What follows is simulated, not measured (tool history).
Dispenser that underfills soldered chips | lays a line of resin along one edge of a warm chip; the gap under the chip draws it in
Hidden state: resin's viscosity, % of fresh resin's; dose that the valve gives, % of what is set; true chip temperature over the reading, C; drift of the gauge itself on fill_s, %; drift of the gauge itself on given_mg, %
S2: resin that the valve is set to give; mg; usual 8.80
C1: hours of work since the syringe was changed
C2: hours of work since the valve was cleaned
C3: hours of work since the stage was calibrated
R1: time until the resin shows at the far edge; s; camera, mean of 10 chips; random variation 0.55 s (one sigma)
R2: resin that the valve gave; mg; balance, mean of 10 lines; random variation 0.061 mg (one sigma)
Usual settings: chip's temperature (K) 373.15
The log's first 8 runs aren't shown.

At hour 83.3: new syringe of resin.
Run 9, hour 87.8: usual settings but chip's temperature (K) 361.15; C1 3; C2 89; C3 241. Result: R1 102.4 s, R2 8.11 mg.
At hour 95.9: new syringe of resin.
Run 10, hour 102.0: usual settings but chip's temperature (K) 372.15; C1 4; C2 98; C3 251. Result: R1 67.2 s, R2 8.04 mg.
At hour 108.8: new syringe of resin.
Run 11, hour 112.0: usual settings but chip's temperature (K) 372.15; C1 2; C2 105; C3 258. Result: R1 61.6 s, R2 8.00 mg.
At hour 121.9: new syringe of resin.
Run 12, hour 124.0: usual settings but chip's temperature (K) 378.15; C1 2; C2 114; C3 266. Result: R1 46.3 s, R2 7.76 mg.
At hour 134.5: new syringe of resin.
Run 13, hour 137.5: usual settings but chip's temperature (K) 370.15; C1 2; C2 123; C3 276. Result: R1 64.1 s, R2 7.76 mg.
At hour 139.4: dispensing valve cleaned and set on the balance.
At hour 148.6: new syringe of resin.
Run 14, hour 154.5: usual settings but chip's temperature (K) 370.15; C1 4; C2 11; C3 287. Result: R1 73.1 s, R2 8.77 mg.
At hour 162.1: new syringe of resin.
Run 15, hour 164.7: usual settings; C1 2; C2 18; C3 294. Result: R1 56.0 s, R2 8.69 mg.
Run 16, hour 173.0: usual settings but S2 10.49 mg; C1 8; C2 24; C3 300. Result: R1 80.9 s, R2 10.34 mg.
At hour 175.8: new syringe of resin.
Run 17, hour 184.9: usual settings but S2 10.49 mg; C1 6; C2 32; C3 308. Result: R1 75.7 s, R2 10.30 mg.
At hour 188.9: new syringe of resin.
Run 18, hour 196.7: usual settings but S2 10.49 mg; C1 6; C2 40; C3 316. Result: R1 70.2 s, R2 10.16 mg.
At hour 202.8: new syringe of resin.
Run 19, hour 212.6: usual settings but S2 10.49 mg; C1 7; C2 51; C3 327. Result: R1 78.9 s, R2 10.09 mg.
At hour 216.1: new syringe of resin.
Run 20, hour 222.5: usual settings but chip's temperature (K) 361.15, S2 8.42 mg; C1 5; C2 58; C3 334. Result: R1 114.4 s, R2 8.00 mg.
At hour 229.3: new syringe of resin.
Run 21, hour 231.4: usual settings but chip's temperature (K) 361.15, S2 8.42 mg; C1 1; C2 64; C3 340. Result: R1 96.5 s, R2 7.94 mg.
At hour 240.3: stage's temperature calibrated.
Run 22, hour 242.4: usual settings but chip's temperature (K) 368.15, S2 8.14 mg; C1 9; C2 71; C3 1. Result: R1 101.3 s, R2 7.85 mg.
At hour 244.1: new syringe of resin.
At hour 257.2: new syringe of resin.
Run 23, hour 258.2: usual settings but chip's temperature (K) 368.15, S2 8.14 mg; C1 1; C2 82; C3 12. Result: R1 61.0 s, R2 7.63 mg.
At hour 270.7: new syringe of resin.
Run 24, hour 271.4: usual settings but chip's temperature (K) 377.15, S2 11.35 mg; C1 1; C2 91; C3 21. Result: R1 40.4 s, R2 10.44 mg.
At hour 284.0: new syringe of resin.
Run 25, hour 284.2: usual settings but chip's temperature (K) 374.15, S2 10.22 mg; C1 0; C2 100; C3 30. Result: R1 44.9 s, R2 9.28 mg.
Run 26, hour 293.8: usual settings but chip's temperature (K) 361.15, S2 10.22 mg; C1 7; C2 107; C3 37. Result: R1 121.9 s, R2 9.24 mg.
At hour 297.3: new syringe of resin.
Run 27, hour 302.4: usual settings but chip's temperature (K) 361.15, S2 10.22 mg; C1 4; C2 113; C3 43. Result: R1 97.5 s, R2 9.26 mg.
At hour 310.8: new syringe of resin.
Run 28, hour 312.1: usual settings but chip's temperature (K) 380.15, S2 8.19 mg; C1 1; C2 119; C3 50. Result: R1 38.7 s, R2 7.31 mg.
At hour 319.0: dispensing valve cleaned and set on the balance.
At hour 324.9: new syringe of resin.
Run 29, hour 327.8: usual settings but chip's temperature (K) 387.15, S2 7.74 mg; C1 2; C2 6; C3 60. Result: R1 31.9 s, R2 7.68 mg.
At hour 338.3: new syringe of resin.
Run 30, hour 342.9: usual settings but chip's temperature (K) 361.15, S2 9.89 mg; C1 3; C2 17; C3 71. Result: R1 98.5 s, R2 9.87 mg.
At hour 350.9: new syringe of resin.
Run 31, hour 352.7: usual settings but S2 10.61 mg; C1 1; C2 23; C3 77. Result: R1 51.9 s, R2 10.39 mg.
At hour 363.8: new syringe of resin.
Run 32, hour 363.8: usual settings but chip's temperature (K) 382.15, S2 10.52 mg; C1 0; C2 31; C3 85. Result: R1 32.5 s, R2 10.19 mg.

Forecast run 33:
At hour 377.6: new syringe of resin.
Run 33, hour 379.0: usual settings but S2 8.43 mg; C1 1; C2 42; C3 96. Result: R1 ?, R2 ?.

{"run 33": {"R1": 52.7, "R2": 8.1}}
Without the tool's hidden state the same run would have given R1 46.9 s, R2 8.40 mg.
